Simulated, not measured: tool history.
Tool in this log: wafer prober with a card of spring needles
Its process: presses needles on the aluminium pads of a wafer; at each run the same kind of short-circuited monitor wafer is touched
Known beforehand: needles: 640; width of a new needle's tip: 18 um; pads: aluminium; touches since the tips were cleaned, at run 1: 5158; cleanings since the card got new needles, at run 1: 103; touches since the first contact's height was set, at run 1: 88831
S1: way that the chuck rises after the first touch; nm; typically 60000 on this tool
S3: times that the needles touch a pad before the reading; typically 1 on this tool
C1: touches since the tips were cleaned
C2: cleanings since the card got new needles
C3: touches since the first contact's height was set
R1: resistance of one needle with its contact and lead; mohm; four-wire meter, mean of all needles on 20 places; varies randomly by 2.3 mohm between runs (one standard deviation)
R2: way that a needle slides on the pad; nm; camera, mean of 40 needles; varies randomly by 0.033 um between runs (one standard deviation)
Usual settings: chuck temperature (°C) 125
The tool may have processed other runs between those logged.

{"run": 1, "hour": 0.0, "S1": 60000, "chuck temperature (°C)": 125, "S3": 1, "C1": 5158, "C2": 103, "C3": 88831, "R1": 270, "R2": 11500}
{"hour": 12.2, "done": "tips cleaned on abrasive film"}
{"hour": 39.2, "done": "tips cleaned on abrasive film"}
{"hour": 59.4, "done": "height of the first contact set anew"}
{"hour": 65.0, "done": "tips cleaned on abrasive film"}
{"run": 2, "hour": 66.2, "S1": 60000, "chuck temperature (°C)": 125, "S3": 1, "C1": 464, "C2": 106, "C3": 2609, "R1": 262, "R2": 11550}
{"hour": 90.1, "done": "tips cleaned on abrasive film"}
{"hour": 115.3, "done": "tips cleaned on abrasive film"}
{"run": 3, "hour": 127.7, "S1": 48000, "chuck temperature (°C)": 125, "S3": 1, "C1": 4852, "C2": 108, "C3": 26537, "R1": 271, "R2": 9240}
{"hour": 141.4, "done": "tips cleaned on abrasive film"}
{"hour": 164.2, "done": "tips cleaned on abrasive film"}
{"run": 4, "hour": 180.7, "S1": 48000, "chuck temperature (°C)": 125, "S3": 1, "C1": 6420, "C2": 110, "C3": 47140, "R1": 273, "R2": 9290}
{"hour": 188.0, "done": "tips cleaned on abrasive film"}
{"hour": 210.4, "done": "tips cleaned on abrasive film"}
{"run": 5, "hour": 230.8, "S1": 48000, "chuck temperature (°C)": 125, "S3": 2, "C1": 7978, "C2": 112, "C3": 66629, "R1": 266, "R2": 9290}
{"hour": 235.9, "done": "tips cleaned on abrasive film"}
{"hour": 258.2, "done": "tips cleaned on abrasive film"}
{"run": 6, "hour": 275.1, "S1": 60000, "chuck temperature (°C)": 125, "S3": 1, "C1": 6620, "C2": 114, "C3": 83831, "R1": 265, "R2": 11540}
{"hour": 282.6, "done": "tips cleaned on abrasive film"}
{"hour": 310.0, "done": "tips cleaned on abrasive film"}
{"hour": 332.6, "done": "tips cleaned on abrasive film"}
{"run": 7, "hour": 334.9, "S1": 60000, "chuck temperature (°C)": 125, "S3": 1, "C1": 881, "C2": 117, "C3": 107039, "R1": 264, "R2": 11590}
{"hour": 348.1, "done": "height of the first contact set anew"}
{"hour": 357.3, "done": "tips cleaned on abrasive film"}
{"hour": 379.9, "done": "tips cleaned on abrasive film"}
{"run": 8, "hour": 397.2, "S1": 60000, "chuck temperature (°C)": 41, "S3": 1, "C1": 6781, "C2": 119, "C3": 19101, "R1": 242, "R2": 11580}
{"hour": 407.1, "done": "tips cleaned on abrasive film"}
{"hour": 434.1, "done": "tips cleaned on abrasive film"}
{"hour": 457.5, "done": "tips cleaned on abrasive film"}
{"run": 9, "hour": 457.5, "S1": 60000, "chuck temperature (°C)": 41, "S3": 1, "C1": 0, "C2": 122, "C3": 42498, "R1": 240, "R2": 11550}
{"hour": 484.6, "done": "tips cleaned on abrasive film"}
{"run": 10, "hour": 489.0, "S1": 60000, "chuck temperature (°C)": 125, "S3": 2, "C1": 1739, "C2": 123, "C3": 54755, "R1": 264, "R2": 11570}
{"hour": 507.4, "done": "tips cleaned on abrasive film"}
{"hour": 533.6, "done": "tips cleaned on abrasive film"}
{"run": 11, "hour": 549.9, "S1": 60000, "chuck temperature (°C)": 125, "S3": 2, "C1": 6331, "C2": 125, "C3": 78423, "R1": 262, "R2": 11600}
{"hour": 556.5, "done": "tips cleaned on abrasive film"}
{"hour": 579.0, "done": "tips cleaned on abrasive film"}
{"hour": 602.4, "done": "tips cleaned on abrasive film"}
{"run": 12, "hour": 604.5, "S1": 45000, "chuck temperature (°C)": 125, "S3": 1, "C1": 800, "C2": 128, "C3": 99623, "R1": 274, "R2": 8710}
{"hour": 625.0, "done": "tips cleaned on abrasive film"}
{"hour": 634.5, "done": "height of the first contact set anew"}
{"hour": 652.7, "done": "tips cleaned on abrasive film"}
{"run": 13, "hour": 662.4, "S1": 45000, "chuck temperature (°C)": 125, "S3": 1, "C1": 3775, "C2": 130, "C3": 10842, "R1": 274, "R2": 8650}
{"hour": 675.7, "done": "tips cleaned on abrasive film"}
{"hour": 700.0, "done": "tips cleaned on abrasive film"}
{"run": 14, "hour": 700.0, "S1": 45000, "chuck temperature (°C)": 125, "S3": 1, "C1": 0, "C2": 132, "C3": 25469, "R1": 275, "R2": 8690}
{"hour": 722.5, "done": "tips cleaned on abrasive film"}
{"run": 15, "hour": 732.8, "S1": 41000, "chuck temperature (°C)": 63, "S3": 1, "C1": 4026, "C2": 133, "C3": 38212, "R1": 260, "R2": 7880}
{"hour": 746.1, "done": "tips cleaned on abrasive film"}
{"hour": 768.8, "done": "tips cleaned on abrasive film"}
{"hour": 790.9, "done": "tips cleaned on abrasive film"}
{"run": 16, "hour": 792.3, "S1": 41000, "chuck temperature (°C)": 63, "S3": 1, "C1": 523, "C2": 136, "C3": 61307, "R1": 256, "R2": 7910}
{"hour": 814.0, "done": "tips cleaned on abrasive film"}
{"hour": 841.4, "done": "tips cleaned on abrasive film"}
{"run": 17, "hour": 852.8, "S1": 43000, "chuck temperature (°C)": 43, "S3": 2, "C1": 4473, "C2": 138, "C3": 84854, "R1": 249, "R2": 8310}
{"hour": 864.7, "done": "tips cleaned on abrasive film"}
{"hour": 889.6, "done": "tips cleaned on abrasive film"}
{"run": 18, "hour": 901.3, "S1": 64000, "chuck temperature (°C)": 28, "S3": 2, "C1": 4565, "C2": 140, "C3": 103695, "R1": 235, "R2": 12360}
{"hour": 914.0, "done": "tips cleaned on abrasive film"}
{"hour": 924.0, "done": "height of the first contact set anew"}
{"hour": 937.7, "done": "tips cleaned on abrasive film"}
{"run": 19, "hour": 942.3, "S1": 61000, "chuck temperature (°C)": 81, "S3": 3, "C1": 1791, "C2": 142, "C3": 7115, "R1": 250, "R2": 11730}
{"hour": 962.8, "done": "tips cleaned on abrasive film"}
{"run": 20, "hour": 970.8, "S1": 61000, "chuck temperature (°C)": 81, "S3": 3, "C1": 3137, "C2": 143, "C3": 18211, "R1": 250, "R2": 11800}

Expected results for the next run?
{"hour": 987.5, "done": "tips cleaned on abrasive film"}
{"hour": 1011.2, "done": "tips cleaned on abrasive film"}
{"run": 21, "hour": 1017.9, "S1": 61000, "chuck temperature (°C)": 81, "S3": 3, "C1": 2593, "C2": 145, "C3": 36498, "R1": "?", "R2": "?"}

R1: 253 mohm
R2: 11720 nm
With no hidden state in the tool, this same run would have given R1 253 mohm, R2 11720 nm.
